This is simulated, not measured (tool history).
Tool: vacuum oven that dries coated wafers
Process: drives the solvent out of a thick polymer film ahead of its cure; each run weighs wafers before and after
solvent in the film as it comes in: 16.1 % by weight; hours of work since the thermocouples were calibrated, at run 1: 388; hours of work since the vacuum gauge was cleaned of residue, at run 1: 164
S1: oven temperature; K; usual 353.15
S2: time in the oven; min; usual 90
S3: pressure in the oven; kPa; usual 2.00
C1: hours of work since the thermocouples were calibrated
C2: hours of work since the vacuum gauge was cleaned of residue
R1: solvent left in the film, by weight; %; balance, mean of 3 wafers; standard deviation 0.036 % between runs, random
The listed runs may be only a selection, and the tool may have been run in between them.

run 1 day=0.000 | S1=353.15 S2=90 S3=2.00 | C1=388 C2=164 | R1=3.76
run 2 day=0.388 | S1=353.15 S2=108 S3=2.00 | C1=395 C2=172 | R1=3.19
run 3 day=0.962 | S1=353.15 S2=108 S3=2.00 | C1=406 C2=182 | R1=3.17
run 4 day=1.233 | S1=353.15 S2=108 S3=2.00 | C1=411 C2=187 | R1=3.14
run 5 day=1.596 | S1=353.15 S2=108 S3=2.00 | C1=418 C2=194 | R1=3.17
run 6 day=2.242 | S1=353.15 S2=108 S3=2.00 | C1=430 C2=206 | R1=3.18
run 7 day=2.554 | S1=353.15 S2=108 S3=2.00 | C1=435 C2=212 | R1=3.18
run 8 day=3.188 | S1=353.15 S2=90 S3=3.22 | C1=447 C2=223 | R1=4.57
run 9 day=3.658 | S1=353.15 S2=90 S3=2.00 | C1=456 C2=232 | R1=3.78
run 10 day=3.925 | S1=353.15 S2=90 S3=2.00 | C1=461 C2=237 | R1=3.79
run 11 day=4.250 | S1=353.15 S2=90 S3=2.00 | C1=467 C2=243 | R1=3.79
run 12 day=4.775 | S1=353.15 S2=50 S3=2.00 | C1=476 C2=253 | R1=6.22
run 13 day=5.071 | S1=353.15 S2=50 S3=2.00 | C1=482 C2=258 | R1=6.20
run 14 day=5.450 | S1=353.15 S2=50 S3=2.00 | C1=489 C2=265 | R1=6.24
run 15 day=5.892 | S1=353.15 S2=50 S3=2.00 | C1=497 C2=274 | R1=6.18
run 16 day=6.200 | S1=353.15 S2=50 S3=2.00 | C1=503 C2=279 | R1=6.17
run 17 day=6.696 | S1=353.15 S2=58 S3=2.00 | C1=512 C2=288 | R1=5.54
run 18 day=7.112 | S1=353.15 S2=58 S3=2.00 | C1=520 C2=296 | R1=5.57
run 19 day=7.750 | S1=353.15 S2=66 S3=2.00 | C1=532 C2=308 | R1=4.98
run 20 day=8.192 | S1=353.15 S2=66 S3=2.00 | C1=540 C2=316 | R1=5.02
run 21 day=8.708 | S1=353.15 S2=66 S3=2.00 | C1=549 C2=326 | R1=4.93
run 22 day=9.238 | S1=353.15 S2=90 S3=2.50 | C1=559 C2=335 | R1=4.08
run 23 day=9.746 | S1=353.15 S2=57 S3=2.00 | C1=568 C2=345 | R1=5.57
run 24 day=10.029 | S1=353.15 S2=90 S3=2.00 | C1=574 C2=350 | R1=3.77
run 25 day=10.458 | S1=353.15 S2=90 S3=2.00 | C1=582 C2=358 | R1=3.73
run 26 day=11.125 | S1=353.15 S2=90 S3=2.00 | C1=594 C2=370 | R1=3.77
run 27 day=11.538 | S1=353.15 S2=90 S3=2.00 | C1=602 C2=378 | R1=3.74
run 28 day=12.188 | S1=353.15 S2=90 S3=2.00 | C1=614 C2=390 | R1=3.79
run 29 day=12.792 | S1=353.15 S2=90 S3=2.00 | C1=625 C2=401 | R1=3.76
run 30 day=13.417 | S1=367.15 S2=112 S3=1.97 | C1=636 C2=413 | R1=1.03
run 31 day=13.750 | S1=356.15 S2=147 S3=7.28 | C1=643 C2=419 | R1=5.51
run 32 day=14.208 | S1=356.15 S2=147 S3=7.28 | C1=651 C2=428 | R1=5.50
-- day=14.312 vacuum gauge cleaned of residue and calibrated
run 33 day=14.758 | S1=356.15 S2=147 S3=7.28 | C1=660 C2=8 | R1=5.58
-- day=15.333 vacuum gauge cleaned of residue and calibrated, once more
run 34 day=15.333 | S1=356.15 S2=147 S3=7.28 | C1=670 C2=0 | R1=5.41
run 35 day=15.988 | S1=353.15 S2=49 S3=2.00 | C1=682 C2=12 | R1=6.29
run 36 day=16.292 | S1=366.15 S2=78 S3=2.00 | C1=687 C2=18 | R1=1.35
run 37 day=16.946 | S1=360.15 S2=79 S3=7.12 | C1=699 C2=30 | R1=5.22
run 38 day=17.292 | S1=360.15 S2=79 S3=7.12 | C1=706 C2=36 | R1=5.18
run 39 day=17.929 | S1=343.15 S2=105 S3=6.47 | C1=718 C2=48 | R1=10.29
run 40 day=18.354 | S1=361.15 S2=78 S3=1.71 | C1=726 C2=56 | R1=2.04
run 41 day=18.675 | S1=343.15 S2=52 S3=7.30 | C1=732 C2=62 | R1=12.39
run 42 day=19.017 | S1=357.15 S2=52 S3=7.30 | C1=738 C2=68 | R1=7.34
run 43 day=19.296 | S1=362.15 S2=52 S3=1.51 | C1=743 C2=73 | R1=2.87
run 44 day=19.883 | S1=357.15 S2=66 S3=1.45 | C1=754 C2=84 | R1=3.35
-- day=20.025 oven's thermocouples calibrated
run 45 day=20.625 | S1=339.15 S2=56 S3=2.00 | C1=11 C2=96 | R1=10.03
run 46 day=21.192 | S1=353.15 S2=54 S3=7.16 | C1=22 C2=107 | R1=8.50
run 47 day=21.750 | S1=365.15 S2=123 S3=2.00 | C1=32 C2=117 | R1=1.06

4 ways to go on from here, each from the tool as it stands after run 47. What would each give?
run A day=22.192 | S1=339.15 S2=90 S3=2.23 | C1=40 C2=125 | R1=?
run B day=22.192 | S1=349.15 S2=54 S3=4.97 | C1=40 C2=125 | R1=?
run C day=22.192 | S1=345.15 S2=75 S3=1.79 | C1=40 C2=125 | R1=?
run D day=22.192 | S1=346.15 S2=136 S3=1.12 | C1=40 C2=125 | R1=?

run=A R1=8.59
run=B R1=8.75
run=C R1=6.82
run=D R1=3.57
What these runs would have given with no unlogged condition in the tool:
run=A R1=8.74
run=B R1=8.91
run=C R1=6.98
run=D R1=3.70
